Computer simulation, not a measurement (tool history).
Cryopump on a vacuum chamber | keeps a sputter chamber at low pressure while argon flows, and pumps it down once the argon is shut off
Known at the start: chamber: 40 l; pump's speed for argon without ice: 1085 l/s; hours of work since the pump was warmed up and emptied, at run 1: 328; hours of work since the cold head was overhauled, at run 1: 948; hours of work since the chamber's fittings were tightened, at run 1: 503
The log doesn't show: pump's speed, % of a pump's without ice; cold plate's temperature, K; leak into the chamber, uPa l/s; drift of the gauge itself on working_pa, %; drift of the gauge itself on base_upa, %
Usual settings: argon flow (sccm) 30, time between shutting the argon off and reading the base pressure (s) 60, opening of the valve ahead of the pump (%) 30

run	hour	argon flow (sccm)	time between shutting the argon off and reading the base pressure (s)	opening of the valve ahead of the pump (%)	hours of work since the pump was warmed up and emptied	hours of work since the cold head was overhauled	hours of work since the chamber's fittings were tightened	pressure while argon flows (Pa)	pressure after the wait (uPa)
1	0	30	60	30	328	948	503	0.1592	0.98
2	40.7	30	60	30	357	976	532	0.1617	1.07
3	62.5	30	60	27	372	991	547	0.1798	1.07
4	102.3	30	60	49	400	1019	575	0.1042	1.02
5	147.5	30	60	49	431	1051	606	0.1041	1.08
6	183.6	30	83	49	457	1076	631	0.1045	0.99
7	217.7	30	83	49	480	1100	655	0.1041	1
8	240.3	31	24	48	496	1116	671	0.1108	1.83
9	260.1	31	24	48	510	1130	685	0.1107	1.8
10	307.4	41	60	55	543	1163	718	0.13	1.15

Run 11 comes next. What will it give?
11	347.5	13	110	44	571	1191	746	?	?

{"run 11": {"pressure while argon flows (Pa)": 0.0511, "pressure after the wait (uPa)": 0.98}}
Without the tool's hidden state the same run would have given pressure while argon flows (Pa) 0.0461, pressure after the wait (uPa) 0.57.
